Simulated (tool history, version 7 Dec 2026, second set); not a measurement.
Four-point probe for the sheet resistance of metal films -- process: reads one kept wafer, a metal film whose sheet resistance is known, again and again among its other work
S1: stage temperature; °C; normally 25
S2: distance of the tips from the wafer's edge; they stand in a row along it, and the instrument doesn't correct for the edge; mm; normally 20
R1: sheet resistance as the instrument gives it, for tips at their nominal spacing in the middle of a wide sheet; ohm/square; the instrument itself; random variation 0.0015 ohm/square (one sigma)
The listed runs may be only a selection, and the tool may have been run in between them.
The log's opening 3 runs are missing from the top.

run 4 day=7.217 | S1=25 S2=20 | R1=7.6608
run 5 day=9.683 | S1=25 S2=20 | R1=7.662748
run 6 day=11.888 | S1=25 S2=20 | R1=7.657816
run 7 day=14.229 | S1=25 S2=20 | R1=7.655494
run 8 day=16.579 | S1=25 S2=20 | R1=7.655324
-- day=18.038 new probe head fitted
run 9 day=18.667 | S1=19 S2=20 | R1=7.784594
run 10 day=21.742 | S1=19 S2=20 | R1=7.780039
run 11 day=24.654 | S1=25 S2=9 | R1=7.786572
run 12 day=26.012 | S1=18 S2=20 | R1=7.780334
run 13 day=28.762 | S1=18 S2=20 | R1=7.779214
run 14 day=30.829 | S1=18 S2=10 | R1=7.809528
run 15 day=33.071 | S1=18 S2=10 | R1=7.807373
run 16 day=34.696 | S1=18 S2=10 | R1=7.803034
run 17 day=37.267 | S1=21 S2=20 | R1=7.751708
run 18 day=38.908 | S1=21 S2=9 | R1=7.791933
run 19 day=41.004 | S1=23 S2=6 | R1=7.842404
run 20 day=43.638 | S1=23 S2=6 | R1=7.842381
-- day=43.867 stage's thermometer calibrated
run 21 day=45.738 | S1=30 S2=4 | R1=7.943767
run 22 day=47.171 | S1=23 S2=9 | R1=7.777198
run 23 day=48.692 | S1=23 S2=9 | R1=7.775991
run 24 day=51.65 | S1=19 S2=57 | R1=7.74138
run 25 day=53.825 | S1=19 S2=57 | R1=7.739112
run 26 day=55.579 | S1=23 S2=17 | R1=7.733004

What does the tool deliver on the next run?
-- day=57.154 stage's thermometer calibrated, once more
run 27 day=58.383 | S1=25 S2=8 | R1=?

Run 27 produced R1 7.760514 ohm/square.
With no hidden state in the tool, this same run would have given R1 7.797889 ohm/square.
